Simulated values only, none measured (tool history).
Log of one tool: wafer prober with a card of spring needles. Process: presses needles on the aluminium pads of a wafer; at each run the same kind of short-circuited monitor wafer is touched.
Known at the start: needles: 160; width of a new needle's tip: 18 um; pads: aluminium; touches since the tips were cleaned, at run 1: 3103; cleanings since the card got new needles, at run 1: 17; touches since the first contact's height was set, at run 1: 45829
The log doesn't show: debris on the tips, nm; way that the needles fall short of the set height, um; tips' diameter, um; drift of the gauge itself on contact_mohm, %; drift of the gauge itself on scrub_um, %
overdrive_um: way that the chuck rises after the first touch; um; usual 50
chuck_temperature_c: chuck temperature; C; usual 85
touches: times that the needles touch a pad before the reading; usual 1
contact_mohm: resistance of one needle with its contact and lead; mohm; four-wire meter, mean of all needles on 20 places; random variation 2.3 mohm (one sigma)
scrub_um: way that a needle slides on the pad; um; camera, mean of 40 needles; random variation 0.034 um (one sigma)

run     day  overdrive_um  chuck_temperature_c  touches  touches since the tips were cleaned  cleanings since the card got new needles  touches since the first contact's height was set  contact_mohm  scrub_um
  1       0            50                   85        1                                 3103                                        17                                             45829           292     11.44
        0.5  -- tips cleaned on abrasive film
  2   0.938            50                   85        1                                 3943                                        18                                             54260           301     11.41
      1.304  -- tips cleaned on abrasive film
  3   1.467            50                   85        1                                 1455                                        19                                             58989           280     11.39
  4   1.883            50                   85        2                                 5210                                        19                                             62744           286     11.41
      2.117  -- tips cleaned on abrasive film
  5   2.388            50                   85        2                                 2460                                        20                                             67286           284      11.4
      2.917  -- tips cleaned on abrasive film
  6   3.229            50                   85        1                                 2817                                        21                                             74845           294     11.37
      3.688  -- tips cleaned on abrasive film
  7   3.804            50                   85        1                                 1072                                        22                                             80002           276     11.37
      4.512  -- tips cleaned on abrasive film
      4.667  -- height of the first contact set anew
  8   4.667            50                   85        1                                 1296                                        23                                                 0           280     11.52
      5.333  -- tips cleaned on abrasive film
  9   5.504            50                   45        1                                 1521                                        24                                              7508           273     11.49
        6.1  -- tips cleaned on abrasive film
 10     6.1            50                   45        1                                    0                                        25                                             12849           250      11.5
 11   6.679            50                   45        1                                 5234                                        25                                             18083           303     11.56
      6.871  -- tips cleaned on abrasive film
      7.638  -- tips cleaned on abrasive film
 12   7.675            50                   67        1                                  332                                        27                                             26997           262     11.48
 13    8.15            50                   85        1                                 4634                                        27                                             31299           307     11.54
      8.417  -- tips cleaned on abrasive film
 14   8.771            50                   85        3                                 3215                                        28                                             36879           267     11.45
      9.229  -- tips cleaned on abrasive film
 15   9.779            61                   85        1                                 4955                                        29                                             45922           288        14
     10.062  -- tips cleaned on abrasive film
 16  10.267            35                   85        1                                 1859                                        30                                             50291           325      7.96
     10.892  -- tips cleaned on abrasive film
 17  11.133            68                   91        1                                 2173                                        31                                             58076           276      15.6
     11.667  -- tips cleaned on abrasive film
 18    11.7            45                   91        2                                  306                                        32                                             63172           263     10.22
     12.488  -- tips cleaned on abrasive film
 19  12.488            50                   49        1                                    0                                        33                                             70231           254     11.44
 20  13.188            45                   28        1                                 6320                                        33                                             76551           320     10.25
     13.262  -- tips cleaned on abrasive film
 21  13.938            66                   63        3                                 6119                                        34                                             83297           259     15.01
     14.096  -- tips cleaned on abrasive film
     14.475  -- height of the first contact set anew
 22  14.529            66                   63        3                                 3820                                        35                                               514           258     15.21

Run 23 comes next. What will it give?
     14.946  -- tips cleaned on abrasive film
 23  15.412            66                   63        3                                 4207                                        36                                              8437             ?         ?

Run 23 gave contact_mohm 258 mohm, scrub_um 15.27 um.
Without the tool's hidden state the same run would have given contact_mohm 246 mohm, scrub_um 15.29 um.
